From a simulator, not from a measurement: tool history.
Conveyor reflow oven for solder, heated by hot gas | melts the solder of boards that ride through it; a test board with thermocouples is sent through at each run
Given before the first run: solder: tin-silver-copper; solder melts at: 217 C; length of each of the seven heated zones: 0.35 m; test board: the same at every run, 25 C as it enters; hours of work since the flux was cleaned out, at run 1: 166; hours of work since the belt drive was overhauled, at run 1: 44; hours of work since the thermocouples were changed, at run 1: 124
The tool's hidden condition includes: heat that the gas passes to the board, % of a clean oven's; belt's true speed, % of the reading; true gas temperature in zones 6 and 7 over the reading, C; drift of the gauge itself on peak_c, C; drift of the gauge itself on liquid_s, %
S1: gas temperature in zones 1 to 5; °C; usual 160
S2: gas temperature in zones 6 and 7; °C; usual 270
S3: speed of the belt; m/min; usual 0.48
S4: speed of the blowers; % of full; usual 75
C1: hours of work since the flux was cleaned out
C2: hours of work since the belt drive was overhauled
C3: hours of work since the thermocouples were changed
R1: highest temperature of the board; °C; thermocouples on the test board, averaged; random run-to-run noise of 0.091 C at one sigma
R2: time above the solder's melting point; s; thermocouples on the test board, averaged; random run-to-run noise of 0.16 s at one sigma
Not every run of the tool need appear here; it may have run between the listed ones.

run    hour   S1   S2     S3  S4   C1   C2   C3      R1    R2
  1       0  160  270   0.48  75  166   44  124  254.49  62.7
  2    45.3  160  270   0.48  75  184   62  142  254.54  63.1
  3   107.6  160  270   0.48  75  209   87  167  254.43  62.7
      157.5  -- flux residue cleaned out of gas plates and filters
  4   177.3  160  270   0.48  75    8  113  194  254.56  62.9
  5   228.2  154  270   0.48  75   29  134  214  253.52    60
  6     274  154  270   0.48  75   47  152  233  253.58  60.1
  7     323  154  270   0.48  75   67  172  252  253.77    60
  8   370.2  154  270   0.48  75   86  191  271  253.66  60.2
  9   434.6  160  270   0.48  75  112  217  298  254.49  62.8
 10   494.2  160  270   0.48  75  136  241  322  254.57  62.6
 11   533.5  160  270   0.48  84  152  257  337  257.07  65.5
 12   563.3  160  270   0.48  84  164  269  350  257.19  65.7
 13   615.2  160  270   0.48  84  185  290  371  256.96  65.5
 14     644  160  270   0.48  84  197  302  382  257.03  65.5
 15   678.9  160  261   0.48  75  211  316  396  246.57  56.3
      726.8  -- flux residue cleaned out of gas plates and filters
 16   733.1  147  258   0.48  75    3  336  416  241.99  47.9
 17   782.5  147  258   0.48  75   23  356  436  241.92  47.6
 18   825.6  147  258   0.48  75   40  373  454  241.87  48.1
 19   872.9  147  258   0.48  75   59  392  473  241.98  47.8
 20   912.7  147  258  0.455  75   75  408  489  243.68  53.4
 21   972.6  147  258  0.455  75   99  433  513  243.73  53.2
 22    1037  160  270  0.415  68  125  459  539   256.8  75.3
 23  1098.2  145  274  0.416  75  150  483  564  260.75  74.4
     1109.9  -- thermocouples of zones 6 and 7 changed
 24  1138.7  160  271   0.48  75  166  499   12  255.44  63.9
 25  1200.9  152  260  0.418  80  191  524   37  249.73  68.3
 26  1252.7  152  260  0.418  80  212  545   58  249.76  68.1
     1298.8  -- flux residue cleaned out of gas plates and filters
 27  1299.2  160  283   0.48  75    0  562   74  266.25  70.5
 28  1362.1  148  279   0.56  81   26  587  100  256.85  51.1
 29  1399.6  174  270   0.48  75   41  602  115  256.57  69.7

Here are 3 independent what-if runs from the current tool condition. What would each one return?
  A  1453.2  174  270   0.39  75  62  624  137   ?   ?
  B  1453.2  147  277   0.48  54  62  624  137   ?   ?
  C  1453.2  160  279  0.492  65  62  624  137   ?   ?

run      R1    R2
  A   261.6  91.1
  B  248.94  51.8
  C  257.73  62.5
Without the tool's unlogged condition, the same runs would have read:
run      R1    R2
  A  261.61  91.1
  B  248.94  51.8
  C  257.74  62.5
